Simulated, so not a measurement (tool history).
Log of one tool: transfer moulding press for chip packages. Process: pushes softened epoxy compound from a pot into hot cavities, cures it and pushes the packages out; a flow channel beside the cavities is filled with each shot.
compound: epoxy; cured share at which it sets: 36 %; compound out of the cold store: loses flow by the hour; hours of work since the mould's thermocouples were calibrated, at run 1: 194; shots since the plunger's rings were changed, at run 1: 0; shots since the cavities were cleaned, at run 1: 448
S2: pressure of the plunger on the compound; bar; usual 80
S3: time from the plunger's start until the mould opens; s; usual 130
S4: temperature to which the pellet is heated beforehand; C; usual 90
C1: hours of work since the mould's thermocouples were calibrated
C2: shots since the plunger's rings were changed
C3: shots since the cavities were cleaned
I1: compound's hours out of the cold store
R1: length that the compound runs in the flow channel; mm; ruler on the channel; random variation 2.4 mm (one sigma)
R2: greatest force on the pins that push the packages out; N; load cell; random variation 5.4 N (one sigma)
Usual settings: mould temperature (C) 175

run 1 hour=0 | mould_temperature_(C)=175 S2=80 S3=130 S4=90 | C1=194 C2=0 C3=448 | I1=34.5 | R1=722 R2=233
run 2 hour=8.3 | mould_temperature_(C)=175 S2=80 S3=130 S4=90 | C1=200 C2=83 C3=531 | I1=27.8 | R1=745 R2=242
run 3 hour=14 | mould_temperature_(C)=175 S2=80 S3=130 S4=90 | C1=204 C2=140 C3=588 | I1=45.9 | R1=677 R2=229
run 4 hour=19.5 | mould_temperature_(C)=175 S2=80 S3=130 S4=90 | C1=207 C2=195 C3=643 | I1=34.4 | R1=726 R2=235
run 5 hour=27.1 | mould_temperature_(C)=175 S2=80 S3=142 S4=90 | C1=212 C2=271 C3=719 | I1=20.1 | R1=779 R2=243
-- hour=29.5 cavities cleaned with cleaning compound and waxed
run 6 hour=35 | mould_temperature_(C)=175 S2=80 S3=130 S4=90 | C1=216 C2=334 C3=54 | I1=31.3 | R1=730 R2=211
run 7 hour=42.8 | mould_temperature_(C)=175 S2=80 S3=130 S4=90 | C1=222 C2=413 C3=133 | I1=20 | R1=779 R2=220
run 8 hour=51.5 | mould_temperature_(C)=175 S2=80 S3=130 S4=90 | C1=227 C2=499 C3=219 | I1=25.6 | R1=754 R2=221
run 9 hour=58.5 | mould_temperature_(C)=175 S2=80 S3=130 S4=90 | C1=232 C2=570 C3=290 | I1=14.1 | R1=797 R2=237
run 10 hour=66.9 | mould_temperature_(C)=175 S2=80 S3=130 S4=90 | C1=237 C2=653 C3=373 | I1=35.3 | R1=713 R2=224
run 11 hour=71 | mould_temperature_(C)=175 S2=80 S3=130 S4=90 | C1=240 C2=694 C3=414 | I1=23 | R1=762 R2=242
run 12 hour=76.4 | mould_temperature_(C)=175 S2=94 S3=130 S4=90 | C1=244 C2=747 C3=467 | I1=38.9 | R1=758 R2=227
run 13 hour=85.3 | mould_temperature_(C)=173 S2=80 S3=130 S4=90 | C1=250 C2=837 C3=557 | I1=27.9 | R1=745 R2=270
run 14 hour=91.1 | mould_temperature_(C)=173 S2=80 S3=130 S4=90 | C1=253 C2=895 C3=615 | I1=25.9 | R1=752 R2=271
run 15 hour=100.7 | mould_temperature_(C)=173 S2=80 S3=130 S4=90 | C1=260 C2=990 C3=710 | I1=44.8 | R1=682 R2=280
-- hour=103.6 cavities cleaned with cleaning compound and waxed
run 16 hour=107.9 | mould_temperature_(C)=173 S2=85.2 S3=130 S4=90 | C1=263 C2=1047 C3=42 | I1=38.4 | R1=728 R2=216
run 17 hour=115.8 | mould_temperature_(C)=173 S2=93.6 S3=130 S4=93 | C1=269 C2=1127 C3=122 | I1=16.7 | R1=851 R2=240
run 18 hour=123.7 | mould_temperature_(C)=181 S2=80 S3=132 S4=91 | C1=274 C2=1205 C3=200 | I1=24.5 | R1=730 R2=196
run 19 hour=132.7 | mould_temperature_(C)=181 S2=80 S3=132 S4=91 | C1=280 C2=1295 C3=290 | I1=36.7 | R1=683 R2=205

Run 20 comes next. What will it give?
run 20 hour=142.1 | mould_temperature_(C)=176 S2=75.6 S3=127 S4=90 | C1=286 C2=1389 C3=384 | I1=10.6 | R1=? R2=?

{"run 20": {"R1": 782, "R2": 227}}
Without the tool's hidden state the same run would have given R1 796 mm, R2 186 N.
